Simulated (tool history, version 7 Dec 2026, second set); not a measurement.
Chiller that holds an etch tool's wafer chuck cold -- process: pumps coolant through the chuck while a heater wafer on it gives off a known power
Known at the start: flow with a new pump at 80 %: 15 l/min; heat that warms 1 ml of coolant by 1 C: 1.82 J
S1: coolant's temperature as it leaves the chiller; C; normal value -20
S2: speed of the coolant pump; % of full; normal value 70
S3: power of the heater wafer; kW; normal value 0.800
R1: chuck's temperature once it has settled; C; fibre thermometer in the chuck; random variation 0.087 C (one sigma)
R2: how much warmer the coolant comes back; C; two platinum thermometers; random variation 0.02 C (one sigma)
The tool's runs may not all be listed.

Run 1, hour 0.0: usual settings. Result: R1 -13.42 C, R2 2.05 C.
Run 2, hour 45.3: usual settings but S1 -19 C. Result: R1 -12.58 C, R2 2.05 C.
Run 3, hour 82.0: usual settings but S1 -19 C. Result: R1 -12.61 C, R2 2.03 C.
Run 4, hour 112.5: usual settings but S2 94 % of full. Result: R1 -15.19 C, R2 1.49 C.
Run 5, hour 145.6: usual settings. Result: R1 -13.32 C, R2 2.05 C.
Run 6, hour 192.9: usual settings. Result: R1 -13.46 C, R2 2.08 C.
Run 7, hour 241.7: usual settings. Result: R1 -13.42 C, R2 2.05 C.
Run 8, hour 265.7: usual settings. Result: R1 -13.28 C, R2 2.06 C.
Run 9, hour 305.3: usual settings. Result: R1 -13.52 C, R2 2.06 C.
Run 10, hour 338.1: usual settings but S1 -21 C. Result: R1 -14.55 C, R2 2.00 C.

Predict the results of run 11:
Run 11, hour 358.8: usual settings. Result: R1 ?, R2 ?.

R1: -13.49 C
R2: 2.03 C
Had the tool carried no hidden state, the very same run would have given R1 -13.51 C, R2 2.03 C.
